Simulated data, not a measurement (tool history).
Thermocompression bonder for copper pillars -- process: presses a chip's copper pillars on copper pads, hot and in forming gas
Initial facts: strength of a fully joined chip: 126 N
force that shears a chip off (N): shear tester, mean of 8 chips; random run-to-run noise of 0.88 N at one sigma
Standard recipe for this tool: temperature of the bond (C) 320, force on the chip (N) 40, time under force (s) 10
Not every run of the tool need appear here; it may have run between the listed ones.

| run | hour | temperature of the bond (C) | force on the chip (N) | time under force (s) | force that shears a chip off (N) |
|---|---|---|---|---|---|
| 1 | 0.0 | 320 | 40 | 10 | 86.6 |
| 2 | 32.2 | 317 | 40 | 10 | 84.6 |
| 3 | 72.8 | 320 | 40 | 9 | 81.4 |
| 4 | 101.7 | 320 | 40 | 9 | 81.9 |
|  | 129.2 | forming gas filter changed |
| 5 | 130.3 | 320 | 40 | 9 | 84.3 |
| 6 | 175.7 | 320 | 40 | 9 | 84.2 |
| 7 | 204.9 | 311 | 40 | 9 | 75.3 |
| 8 | 237.9 | 311 | 40 | 9 | 74.5 |
| 9 | 260.6 | 311 | 40 | 9 | 75.0 |
|  | 280.8 | forming gas filter changed |
| 10 | 293.4 | 311 | 40 | 9 | 75.9 |
| 11 | 329.8 | 311 | 40 | 9 | 75.9 |
| 12 | 355.0 | 320 | 40 | 10 | 84.9 |
| 13 | 390.1 | 312 | 40 | 10 | 78.3 |
|  | 431.3 | forming gas filter changed |
| 14 | 431.3 | 320 | 40 | 10 | 85.0 |
| 15 | 461.4 | 320 | 38 | 10 | 82.0 |
|  | 466.4 | force cell calibrated |
| 16 | 513.4 | 320 | 40 | 10 | 84.2 |
| 17 | 551.6 | 320 | 40 | 10 | 82.5 |
| 18 | 573.4 | 320 | 40 | 10 | 80.3 |
|  | 585.3 | forming gas filter changed |
| 19 | 607.8 | 320 | 40 | 24 | 103.7 |
| 20 | 644.0 | 329 | 40 | 24 | 106.6 |
|  | 671.4 | force cell calibrated, once more |
| 21 | 690.1 | 329 | 40 | 24 | 108.2 |
| 22 | 736.1 | 329 | 39 | 10 | 88.9 |
|  | 740.4 | forming gas filter changed |
| 23 | 779.7 | 290 | 52 | 8 | 70.1 |
| 24 | 832.8 | 306 | 52 | 8 | 82.4 |
| 25 | 859.7 | 306 | 52 | 8 | 81.0 |
|  | 893.1 | forming gas filter changed |
| 26 | 901.0 | 306 | 52 | 8 | 82.8 |
| 27 | 947.7 | 306 | 52 | 8 | 82.7 |
| 28 | 997.8 | 320 | 44 | 12 | 92.7 |

Forecast run 29:
| 29 | 1020.1 | 332 | 60 | 7 | ? |

Run 29 measured force that shears a chip off (N) 104.7.
On a tool with no hidden condition, and with the same random variation, this run would have come out at force that shears a chip off (N) 110.6.
